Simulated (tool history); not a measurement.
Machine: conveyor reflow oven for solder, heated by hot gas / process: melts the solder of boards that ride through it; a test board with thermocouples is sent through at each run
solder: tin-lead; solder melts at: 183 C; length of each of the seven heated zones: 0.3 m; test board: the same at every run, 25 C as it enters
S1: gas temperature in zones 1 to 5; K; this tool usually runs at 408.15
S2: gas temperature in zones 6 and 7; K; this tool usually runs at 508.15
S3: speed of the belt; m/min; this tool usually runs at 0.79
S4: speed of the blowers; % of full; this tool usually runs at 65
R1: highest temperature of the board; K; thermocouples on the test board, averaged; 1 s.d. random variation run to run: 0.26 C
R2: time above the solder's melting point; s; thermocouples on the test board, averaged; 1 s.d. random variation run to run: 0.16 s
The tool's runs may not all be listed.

run	hour	S1	S2	S3	S4	R1	R2
1	0	408.15	508.15	0.79	65	485.95	31.1
2	50.6	408.15	508.15	0.79	76	488.55	32.7
3	95.2	408.15	508.15	0.79	76	487.55	32.5
# hour 110: flux residue cleaned out of gas plates and filters
4	151.8	408.15	508.15	0.79	76	489.65	33.3
5	220.4	408.15	508.15	0.79	76	488.95	33.3
6	256	408.15	508.15	0.79	76	488.95	33.2
7	296.2	408.15	513.15	0.79	76	493.15	35.1
# hour 318.5: belt drive overhauled, speed set with a stopwatch
8	335.6	397.15	508.15	0.79	65	482.25	26
# hour 387.1: flux residue cleaned out of gas plates and filters
9	392.4	397.15	508.15	0.79	65	484.35	27.1
10	451.8	397.15	508.15	0.79	65	483.85	26.9
11	500.3	408.15	509.15	0.79	65	486.65	30.7
12	578.1	408.15	509.15	0.79	65	486.25	30.5
13	630.3	405.15	508.15	0.79	65	484.45	29.2
# hour 664.6: flux residue cleaned out of gas plates and filters
14	705.6	396.15	508.15	0.79	65	483.35	26.9
15	767.5	396.15	508.15	0.79	65	483.25	27.1
16	815.4	396.15	508.15	0.755	65	485.05	29.2
17	861.8	408.15	516.15	0.838	52	484.75	27.4
# hour 876.3: thermocouples of zones 6 and 7 changed
18	899.5	408.15	516.15	0.838	52	483.05	26.7
# hour 940: flux residue cleaned out of gas plates and filters
19	959.1	414.15	508.15	0.786	65	487.35	32.8
20	1021.6	414.15	518.15	0.79	76	497.35	37.6
21	1082.3	408.15	516.15	0.79	56	488.65	31.9
22	1159.7	407.15	515.15	0.821	73	490.45	31.5
# hour 1215.1: flux residue cleaned out of gas plates and filters
23	1242.3	407.15	515.15	0.821	73	491.85	32.7
24	1290.9	408.15	513.15	0.948	65	482.15	22.9
25	1358.2	408.15	513.15	0.948	65	481.65	22.4
26	1408.7	408.15	511.15	0.723	79	493.95	38.9
27	1465.3	410.15	512.15	0.695	59	491.65	39.4
# hour 1488.1: flux residue cleaned out of gas plates and filters
28	1506.4	408.15	508.15	0.89	67	482.05	25
29	1541.7	408.15	508.15	0.89	67	481.75	25.1
30	1576.7	408.15	508.15	0.79	50	481.35	27.6
31	1619.9	408.15	508.15	0.79	50	480.25	27.4

Forecast each of these 3 alternatives for the next run:
A	1670.7	393.15	508.15	0.805	55	?	?
B	1670.7	418.15	508.15	0.881	83	?	?
C	1670.7	418.15	508.15	0.723	71	?	?

run	R1	R2
A	477.95	22.3
B	487.75	30.7
C	491.95	40.4
Without the tool's unlogged condition, the same runs would have read:
run	R1	R2
A	478.05	22.1
B	488.05	30.4
C	491.95	39.8
